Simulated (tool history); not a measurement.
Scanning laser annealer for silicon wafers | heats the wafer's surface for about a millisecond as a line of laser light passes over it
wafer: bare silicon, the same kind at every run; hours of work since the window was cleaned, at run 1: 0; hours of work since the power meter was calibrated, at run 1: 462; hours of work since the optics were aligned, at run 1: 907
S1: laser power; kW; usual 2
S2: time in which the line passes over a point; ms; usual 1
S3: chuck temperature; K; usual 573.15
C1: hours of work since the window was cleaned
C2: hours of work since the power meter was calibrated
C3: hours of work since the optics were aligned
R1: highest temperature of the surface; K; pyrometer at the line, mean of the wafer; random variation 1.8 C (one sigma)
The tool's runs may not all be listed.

| run | day | S1 | S2 | S3 | C1 | C2 | C3 | R1 |
|---|---|---|---|---|---|---|---|---|
| 1 | 0 | 2 | 1 | 573.15 | 0 | 462 | 907 | 1284.15 |
| 2 | 0.717 | 2 | 1 | 573.15 | 9 | 471 | 916 | 1287.15 |
| 3 | 1.25 | 2 | 1 | 573.15 | 15 | 477 | 922 | 1285.15 |
| 4 | 2.1 | 2 | 1 | 573.15 | 26 | 488 | 933 | 1286.15 |
| 5 | 2.821 | 2 | 0.91 | 573.15 | 34 | 497 | 942 | 1257.15 |
| 6 | 3.229 | 2 | 0.91 | 573.15 | 39 | 502 | 947 | 1255.15 |
| 7 | 4.079 | 2 | 0.91 | 573.15 | 50 | 512 | 957 | 1253.15 |
| 8 | 5.058 | 2 | 0.91 | 573.15 | 62 | 524 | 969 | 1256.15 |
| 9 | 5.729 | 2 | 1 | 581.15 | 70 | 532 | 977 | 1297.15 |
| 10 | 6.725 | 2 | 0.97 | 573.15 | 82 | 544 | 989 | 1275.15 |
| 11 | 7.55 | 2 | 0.97 | 573.15 | 92 | 554 | 999 | 1275.15 |
| 12 | 8.092 | 2 | 1 | 573.15 | 99 | 561 | 1006 | 1290.15 |
| 13 | 8.575 | 2 | 1.15 | 573.15 | 105 | 567 | 1012 | 1337.15 |
| 14 | 9.188 | 2 | 1.15 | 573.15 | 112 | 574 | 1019 | 1336.15 |
| 15 | 9.788 | 2 | 1 | 573.15 | 119 | 582 | 1027 | 1286.15 |
| 16 | 10.517 | 2 | 1 | 573.15 | 128 | 590 | 1035 | 1286.15 |
| 17 | 11.3 | 2 | 1 | 573.15 | 138 | 600 | 1045 | 1286.15 |
| 18 | 11.854 | 2 | 1 | 573.15 | 145 | 607 | 1052 | 1287.15 |
| 19 | 12.733 | 2 | 0.75 | 573.15 | 155 | 618 | 1062 | 1197.15 |
| 20 | 13.146 | 2 | 1 | 573.15 | 160 | 623 | 1068 | 1288.15 |
| 21 | 13.821 | 2 | 1 | 573.15 | 169 | 631 | 1076 | 1283.15 |
| 22 | 14.817 | 2 | 1 | 573.15 | 181 | 643 | 1088 | 1284.15 |
| 23 | 15.375 | 2 | 1 | 586.15 | 188 | 650 | 1095 | 1300.15 |
| 24 | 15.908 | 2.146 | 0.85 | 586.15 | 194 | 656 | 1101 | 1300.15 |
| 25 | 16.588 | 2.146 | 0.85 | 586.15 | 202 | 665 | 1110 | 1300.15 |
| 26 | 17.5 | 1.85 | 0.84 | 611.15 | 214 | 676 | 1121 | 1210.15 |
| 27 | 18.108 | 1.892 | 1 | 573.15 | 221 | 683 | 1128 | 1242.15 |
| 28 | 18.85 | 1.899 | 0.98 | 536.15 | 230 | 692 | 1137 | 1201.15 |
| 29 | 19.846 | 2 | 0.96 | 573.15 | 242 | 704 | 1149 | 1276.15 |
| 30 | 20.458 | 2.073 | 1 | 547.15 | 250 | 712 | 1157 | 1290.15 |
| 31 | 20.896 | 1.797 | 1.23 | 536.15 | 255 | 717 | 1162 | 1238.15 |
| 32 | 21.321 | 1.797 | 1.23 | 536.15 | 260 | 722 | 1167 | 1232.15 |
| 33 | 21.992 | 2 | 1 | 593.15 | 268 | 730 | 1175 | 1305.15 |
| 34 | 22.892 | 1.903 | 1.17 | 573.15 | 279 | 741 | 1186 | 1299.15 |
| 35 | 23.525 | 2 | 1.13 | 573.15 | 287 | 749 | 1194 | 1327.15 |
| 36 | 24.362 | 2 | 0.96 | 573.15 | 297 | 759 | 1204 | 1271.15 |
| 37 | 25.312 | 2.032 | 1.07 | 563.15 | 309 | 771 | 1216 | 1315.15 |
| 38 | 25.733 | 2 | 0.83 | 601.15 | 314 | 776 | 1221 | 1253.15 |
| 39 | 26.388 | 2 | 1.13 | 562.15 | 322 | 784 | 1229 | 1319.15 |
| 40 | 26.854 | 1.927 | 1.13 | 598.15 | 328 | 790 | 1235 | 1323.15 |
| 41 | 27.492 | 1.927 | 1.13 | 598.15 | 335 | 798 | 1243 | 1319.15 |

Forecast each of these 3 alternatives for the next run:
| A | 28.175 | 2.084 | 0.7 | 590.15 | 344 | 806 | 1251 | ? |
| B | 28.175 | 1.751 | 0.7 | 573.15 | 344 | 806 | 1251 | ? |
| C | 28.175 | 1.854 | 1 | 573.15 | 344 | 806 | 1251 | ? |

| run | R1 |
|---|---|
| A | 1218.15 |
| B | 1090.15 |
| C | 1227.15 |
Without the tool's hidden state the same runs would have given:
| run | R1 |
|---|---|
| A | 1218.15 |
| B | 1090.15 |
| C | 1228.15 |

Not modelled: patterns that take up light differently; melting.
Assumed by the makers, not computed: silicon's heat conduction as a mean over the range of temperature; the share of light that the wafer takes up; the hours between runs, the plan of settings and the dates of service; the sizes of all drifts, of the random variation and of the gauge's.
